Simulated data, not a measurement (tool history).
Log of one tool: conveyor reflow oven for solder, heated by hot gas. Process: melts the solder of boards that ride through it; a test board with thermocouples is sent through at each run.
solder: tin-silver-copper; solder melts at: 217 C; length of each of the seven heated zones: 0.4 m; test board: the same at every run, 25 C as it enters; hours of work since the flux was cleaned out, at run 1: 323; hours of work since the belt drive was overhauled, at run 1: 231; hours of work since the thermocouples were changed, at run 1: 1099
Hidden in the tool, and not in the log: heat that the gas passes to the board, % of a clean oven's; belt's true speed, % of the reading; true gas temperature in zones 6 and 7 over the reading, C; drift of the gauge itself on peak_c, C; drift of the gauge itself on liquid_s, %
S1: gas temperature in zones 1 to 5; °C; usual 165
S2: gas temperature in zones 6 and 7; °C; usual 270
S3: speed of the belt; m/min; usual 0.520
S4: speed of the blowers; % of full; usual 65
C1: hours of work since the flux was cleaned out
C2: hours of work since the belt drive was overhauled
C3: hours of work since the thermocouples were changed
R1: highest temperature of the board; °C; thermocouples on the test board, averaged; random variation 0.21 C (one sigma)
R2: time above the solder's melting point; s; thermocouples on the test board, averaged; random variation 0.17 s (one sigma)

run 1 hour=0.0 | S1=165 S2=270 S3=0.520 S4=65 | C1=323 C2=231 C3=1099 | R1=252.4 R2=66.7
-- hour=88.5 flux residue cleaned out of gas plates and filters
run 2 hour=94.4 | S1=165 S2=270 S3=0.520 S4=65 | C1=3 C2=283 C3=1150 | R1=253.3 R2=67.8
run 3 hour=177.1 | S1=165 S2=270 S3=0.520 S4=65 | C1=51 C2=330 C3=1198 | R1=253.3 R2=67.8
-- hour=185.2 thermocouples of zones 6 and 7 changed
run 4 hour=276.8 | S1=165 S2=270 S3=0.520 S4=65 | C1=107 C2=386 C3=53 | R1=255.4 R2=69.7
run 5 hour=322.4 | S1=165 S2=270 S3=0.520 S4=65 | C1=133 C2=413 C3=79 | R1=255.8 R2=69.7
run 6 hour=404.1 | S1=165 S2=270 S3=0.520 S4=65 | C1=180 C2=460 C3=126 | R1=255.4 R2=69.7
run 7 hour=469.9 | S1=162 S2=270 S3=0.520 S4=65 | C1=218 C2=497 C3=164 | R1=255.0 R2=68.0
run 8 hour=553.4 | S1=162 S2=270 S3=0.520 S4=65 | C1=266 C2=545 C3=211 | R1=254.0 R2=67.7
run 9 hour=633.1 | S1=165 S2=270 S3=0.520 S4=65 | C1=312 C2=591 C3=257 | R1=254.6 R2=69.3
run 10 hour=716.2 | S1=165 S2=282 S3=0.520 S4=65 | C1=360 C2=639 C3=305 | R1=265.2 R2=77.1
-- hour=734.5 flux residue cleaned out of gas plates and filters
run 11 hour=763.0 | S1=165 S2=267 S3=0.520 S4=65 | C1=16 C2=663 C3=329 | R1=252.6 R2=68.4
run 12 hour=823.9 | S1=165 S2=267 S3=0.520 S4=65 | C1=51 C2=698 C3=364 | R1=253.0 R2=68.4
run 13 hour=886.9 | S1=165 S2=267 S3=0.520 S4=65 | C1=88 C2=734 C3=400 | R1=252.4 R2=68.2
run 14 hour=951.0 | S1=165 S2=271 S3=0.520 S4=65 | C1=124 C2=771 C3=437 | R1=256.3 R2=70.9
run 15 hour=1018.7 | S1=165 S2=270 S3=0.520 S4=62 | C1=163 C2=810 C3=476 | R1=254.2 R2=69.7
run 16 hour=1077.3 | S1=165 S2=270 S3=0.520 S4=82 | C1=197 C2=843 C3=510 | R1=257.9 R2=73.2
run 17 hour=1172.9 | S1=165 S2=270 S3=0.520 S4=82 | C1=252 C2=898 C3=565 | R1=257.5 R2=73.0
run 18 hour=1247.1 | S1=165 S2=279 S3=0.613 S4=80 | C1=295 C2=941 C3=607 | R1=260.0 R2=62.1
run 19 hour=1341.1 | S1=161 S2=270 S3=0.520 S4=59 | C1=349 C2=995 C3=661 | R1=252.0 R2=66.1
-- hour=1381.8 flux residue cleaned out of gas plates and filters
run 20 hour=1400.4 | S1=161 S2=270 S3=0.520 S4=59 | C1=11 C2=1026 C3=692 | R1=253.5 R2=67.8
run 21 hour=1488.8 | S1=165 S2=270 S3=0.423 S4=89 | C1=61 C2=1077 C3=743 | R1=262.9 R2=97.8
run 22 hour=1586.7 | S1=165 S2=270 S3=0.423 S4=89 | C1=118 C2=1133 C3=799 | R1=262.6 R2=97.6
run 23 hour=1662.9 | S1=178 S2=270 S3=0.520 S4=65 | C1=162 C2=1177 C3=843 | R1=256.3 R2=77.3

Forecast run 24:
run 24 hour=1707.1 | S1=178 S2=270 S3=0.520 S4=65 | C1=187 C2=1202 C3=869 | R1=? R2=?

Run 24 gave R1 256.1 °C, R2 77.6 s.
Without the tool's hidden state the same run would have given R1 257.5 °C, R2 76.4 s.
